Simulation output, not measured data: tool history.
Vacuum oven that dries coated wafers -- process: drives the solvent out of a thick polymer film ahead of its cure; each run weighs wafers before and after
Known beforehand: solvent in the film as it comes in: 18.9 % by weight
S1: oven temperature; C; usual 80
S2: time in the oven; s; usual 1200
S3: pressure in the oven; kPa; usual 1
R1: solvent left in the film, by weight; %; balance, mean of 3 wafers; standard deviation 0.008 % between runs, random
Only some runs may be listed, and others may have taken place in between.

run,hour,S1,S2,S3,R1
1,0,80,1200,1,1.914
2,18.5,80,1200,1,1.902
3,38.8,80,1200,1,1.893
4,51,80,1200,2,2.352
5,60.7,80,1200,2,2.363
6,79.6,80,1200,1,1.9
7,97.5,80,1200,1,1.902
8,111.7,80,1200,1,1.912
9,129.5,80,1200,0.64,1.752
10,137.9,92,1440,3.84,1.288
11,152.8,71,1200,1,4.048
12,164.2,88,1020,0.66,1.025
13,176.9,88,1020,1.42,1.285
14,188.3,88,1380,2.82,1.299

Run 15, settings as shown, results not yet in. Your forecast:
15,205,84,1380,0.56,?

R1: 0.792 %
With the hidden condition absent and the run-to-run variation left alone, this run would have shown R1 0.791 %.

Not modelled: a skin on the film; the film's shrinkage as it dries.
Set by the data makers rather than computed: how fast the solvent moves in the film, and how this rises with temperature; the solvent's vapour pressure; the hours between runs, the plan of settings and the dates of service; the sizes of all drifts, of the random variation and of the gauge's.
